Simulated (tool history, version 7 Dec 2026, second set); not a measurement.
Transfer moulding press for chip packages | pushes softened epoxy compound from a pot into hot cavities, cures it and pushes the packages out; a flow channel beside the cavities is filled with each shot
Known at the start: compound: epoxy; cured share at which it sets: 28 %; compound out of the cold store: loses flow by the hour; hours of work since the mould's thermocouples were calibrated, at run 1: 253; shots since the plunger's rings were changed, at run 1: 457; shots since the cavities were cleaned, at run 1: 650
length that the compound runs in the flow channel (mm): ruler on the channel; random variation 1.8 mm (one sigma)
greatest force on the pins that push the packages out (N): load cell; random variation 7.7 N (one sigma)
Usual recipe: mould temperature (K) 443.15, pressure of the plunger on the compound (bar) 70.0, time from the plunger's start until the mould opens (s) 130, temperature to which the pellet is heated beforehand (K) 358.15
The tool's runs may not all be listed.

| run | hour | mould temperature (K) | pressure of the plunger on the compound (bar) | time from the plunger's start until the mould opens (s) | temperature to which the pellet is heated beforehand (K) | hours of work since the mould's thermocouples were calibrated | shots since the plunger's rings were changed | shots since the cavities were cleaned | incoming compound's hours out of the cold store | length that the compound runs in the flow channel (mm) | greatest force on the pins that push the packages out (N) |
|---|---|---|---|---|---|---|---|---|---|---|---|
| 1 | 0.0 | 443.15 | 70.0 | 130 | 358.15 | 253 | 457 | 650 | 39.0 | 693 | 409 |
|  | 18.7 | cavities cleaned with cleaning compound and waxed |
| 2 | 28.4 | 443.15 | 70.0 | 130 | 358.15 | 268 | 660 | 74 | 43.3 | 677 | 415 |
| 3 | 41.0 | 438.15 | 70.0 | 130 | 358.15 | 274 | 754 | 168 | 24.3 | 751 | 540 |
| 4 | 70.5 | 438.15 | 70.0 | 130 | 358.15 | 290 | 976 | 390 | 19.8 | 768 | 548 |
| 5 | 91.8 | 443.15 | 70.0 | 130 | 356.15 | 301 | 1136 | 550 | 25.1 | 736 | 438 |
| 6 | 110.6 | 443.15 | 70.0 | 130 | 356.15 | 312 | 1278 | 692 | 11.4 | 786 | 446 |
|  | 124.3 | cavities cleaned with cleaning compound and waxed |
| 7 | 134.1 | 443.15 | 70.0 | 130 | 356.15 | 323 | 1443 | 74 | 40.1 | 686 | 424 |
| 8 | 148.2 | 443.15 | 70.0 | 130 | 358.15 | 331 | 1549 | 180 | 15.0 | 771 | 428 |
| 9 | 161.0 | 443.15 | 70.0 | 130 | 357.15 | 338 | 1645 | 276 | 42.2 | 679 | 421 |
| 10 | 175.7 | 443.15 | 70.0 | 130 | 357.15 | 346 | 1755 | 386 | 28.4 | 727 | 416 |
| 11 | 196.8 | 443.15 | 70.0 | 130 | 357.15 | 357 | 1914 | 545 | 24.7 | 736 | 426 |
| 12 | 210.3 | 443.15 | 70.0 | 130 | 357.15 | 364 | 2015 | 646 | 47.7 | 662 | 428 |
|  | 229.6 | cavities cleaned with cleaning compound and waxed |
| 13 | 238.0 | 443.15 | 70.0 | 160 | 358.15 | 378 | 2212 | 63 | 17.3 | 761 | 376 |
| 14 | 261.0 | 443.15 | 63.9 | 130 | 358.15 | 390 | 2385 | 236 | 8.9 | 757 | 442 |
| 15 | 290.9 | 443.15 | 63.9 | 130 | 358.15 | 406 | 2610 | 461 | 40.7 | 654 | 421 |
| 16 | 306.9 | 443.15 | 52.2 | 130 | 358.15 | 415 | 2730 | 581 | 35.6 | 605 | 424 |
| 17 | 327.6 | 450.15 | 70.0 | 130 | 350.15 | 426 | 2886 | 737 | 38.7 | 679 | 375 |
|  | 335.8 | cavities cleaned with cleaning compound and waxed |
| 18 | 341.7 | 450.15 | 70.0 | 130 | 350.15 | 433 | 2980 | 44 | 30.3 | 705 | 385 |
| 19 | 356.2 | 450.15 | 60.3 | 122 | 364.15 | 440 | 3089 | 153 | 12.2 | 711 | 395 |
| 20 | 383.9 | 435.15 | 70.0 | 130 | 363.15 | 455 | 3298 | 362 | 42.1 | 698 | 599 |
| 21 | 412.9 | 435.15 | 59.3 | 130 | 350.15 | 471 | 3516 | 580 | 40.3 | 649 | 639 |
| 22 | 432.3 | 440.15 | 67.0 | 130 | 358.15 | 481 | 3661 | 725 | 18.5 | 750 | 491 |
|  | 441.4 | cavities cleaned with cleaning compound and waxed |
| 23 | 460.9 | 440.15 | 67.0 | 130 | 358.15 | 496 | 3865 | 147 | 21.5 | 736 | 502 |
| 24 | 489.2 | 449.15 | 70.0 | 130 | 358.15 | 511 | 4077 | 359 | 46.7 | 653 | 387 |
| 25 | 508.6 | 449.15 | 70.0 | 130 | 363.15 | 521 | 4223 | 505 | 42.0 | 668 | 366 |
| 26 | 528.0 | 449.15 | 70.0 | 130 | 363.15 | 532 | 4370 | 652 | 35.3 | 687 | 387 |
| 27 | 543.2 | 449.15 | 70.0 | 130 | 363.15 | 540 | 4484 | 766 | 47.1 | 652 | 382 |
|  | 546.7 | cavities cleaned with cleaning compound and waxed |
| 28 | 568.6 | 442.15 | 81.4 | 111 | 367.15 | 553 | 4663 | 164 | 12.8 | 841 | 591 |

For each entry between runs, how does the tool's hidden state at the last listed run before it compare with that at the first listed run after it?
After run 1, before run 2: cavities cleaned with cleaning compound and waxed (hour 18.7)
  true mould temperature over the reading, C: 0 -> 0.01; pressure that reaches the compound, % of what is set: 99.98 -> 99.97; grip of the stained cavities, % over clean ones': 1.2 -> 0.2
After run 6, before run 7: cavities cleaned with cleaning compound and waxed (hour 124.3)
  pressure that reaches the compound, % of what is set: 99.94 -> 99.93; grip of the stained cavities, % over clean ones': 1.2 -> 0.2
After run 12, before run 13: cavities cleaned with cleaning compound and waxed (hour 229.6)
  grip of the stained cavities, % over clean ones': 1.1 -> 0.2
After run 17, before run 18: cavities cleaned with cleaning compound and waxed (hour 335.8)
  grip of the stained cavities, % over clean ones': 1.2 -> 0.2
After run 22, before run 23: cavities cleaned with cleaning compound and waxed (hour 441.4)
  pressure that reaches the compound, % of what is set: 99.83 -> 99.82; grip of the stained cavities, % over clean ones': 1.2 -> 0.4
After run 27, before run 28: cavities cleaned with cleaning compound and waxed (hour 546.7)
  pressure that reaches the compound, % of what is set: 99.79 -> 99.78; grip of the stained cavities, % over clean ones': 1.3 -> 0.4

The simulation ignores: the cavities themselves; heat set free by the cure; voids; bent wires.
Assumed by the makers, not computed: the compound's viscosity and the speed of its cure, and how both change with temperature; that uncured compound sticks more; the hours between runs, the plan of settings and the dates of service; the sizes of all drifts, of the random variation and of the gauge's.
